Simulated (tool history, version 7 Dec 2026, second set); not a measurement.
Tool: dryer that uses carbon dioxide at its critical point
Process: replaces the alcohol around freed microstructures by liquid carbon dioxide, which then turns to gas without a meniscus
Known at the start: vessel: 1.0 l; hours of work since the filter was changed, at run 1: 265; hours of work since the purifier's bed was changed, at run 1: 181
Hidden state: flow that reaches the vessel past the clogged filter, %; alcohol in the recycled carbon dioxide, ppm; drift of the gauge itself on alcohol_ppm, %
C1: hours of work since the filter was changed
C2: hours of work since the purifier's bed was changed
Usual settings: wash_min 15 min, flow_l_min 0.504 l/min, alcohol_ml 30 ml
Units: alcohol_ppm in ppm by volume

run 1 day=0 | wash_min=15 flow_l_min=0.504 alcohol_ml=30 | C1=265 C2=181 | alcohol_ppm=63
run 2 day=0.408 | wash_min=9 flow_l_min=0.504 alcohol_ml=30 | C1=272 C2=188 | alcohol_ppm=546
run 3 day=0.596 | wash_min=16 flow_l_min=0.504 alcohol_ml=30 | C1=275 C2=192 | alcohol_ppm=49
run 4 day=0.858 | wash_min=16 flow_l_min=0.504 alcohol_ml=30 | C1=279 C2=196 | alcohol_ppm=53
run 5 day=1.088 | wash_min=15 flow_l_min=0.504 alcohol_ml=52 | C1=283 C2=200 | alcohol_ppm=86
run 6 day=1.367 | wash_min=15 flow_l_min=0.504 alcohol_ml=52 | C1=288 C2=205 | alcohol_ppm=94
run 7 day=1.662 | wash_min=15 flow_l_min=0.504 alcohol_ml=52 | C1=293 C2=210 | alcohol_ppm=99
run 8 day=1.925 | wash_min=19 flow_l_min=0.504 alcohol_ml=25 | C1=297 C2=214 | alcohol_ppm=36
run 9 day=2.25 | wash_min=15 flow_l_min=0.425 alcohol_ml=30 | C1=303 C2=220 | alcohol_ppm=140
run 10 day=2.454 | wash_min=15 flow_l_min=0.651 alcohol_ml=113 | C1=306 C2=223 | alcohol_ppm=54
run 11 day=2.725 | wash_min=15 flow_l_min=0.354 alcohol_ml=112 | C1=311 C2=228 | alcohol_ppm=1240
run 12 day=3.067 | wash_min=21 flow_l_min=0.309 alcohol_ml=112 | C1=317 C2=234 | alcohol_ppm=506
run 13 day=3.246 | wash_min=19 flow_l_min=0.372 alcohol_ml=112 | C1=320 C2=237 | alcohol_ppm=303
run 14 day=3.575 | wash_min=17 flow_l_min=0.373 alcohol_ml=44 | C1=325 C2=242 | alcohol_ppm=229

Forecast each of these 4 alternatives for the next run:
run A day=3.858 | wash_min=12 flow_l_min=0.373 alcohol_ml=94 | C1=330 C2=247 | alcohol_ppm=?
run B day=3.858 | wash_min=17 flow_l_min=0.519 alcohol_ml=44 | C1=330 C2=247 | alcohol_ppm=?
run C day=3.858 | wash_min=17 flow_l_min=0.785 alcohol_ml=44 | C1=330 C2=247 | alcohol_ppm=?
run D day=3.858 | wash_min=17 flow_l_min=0.373 alcohol_ml=22 | C1=330 C2=247 | alcohol_ppm=?

run=A alcohol_ppm=2119
run=B alcohol_ppm=60
run=C alcohol_ppm=38
run=D alcohol_ppm=141
Without the tool's hidden state the same runs would have given:
run=A alcohol_ppm=1358
run=B alcohol_ppm=20
run=C alcohol_ppm=9
run=D alcohol_ppm=65

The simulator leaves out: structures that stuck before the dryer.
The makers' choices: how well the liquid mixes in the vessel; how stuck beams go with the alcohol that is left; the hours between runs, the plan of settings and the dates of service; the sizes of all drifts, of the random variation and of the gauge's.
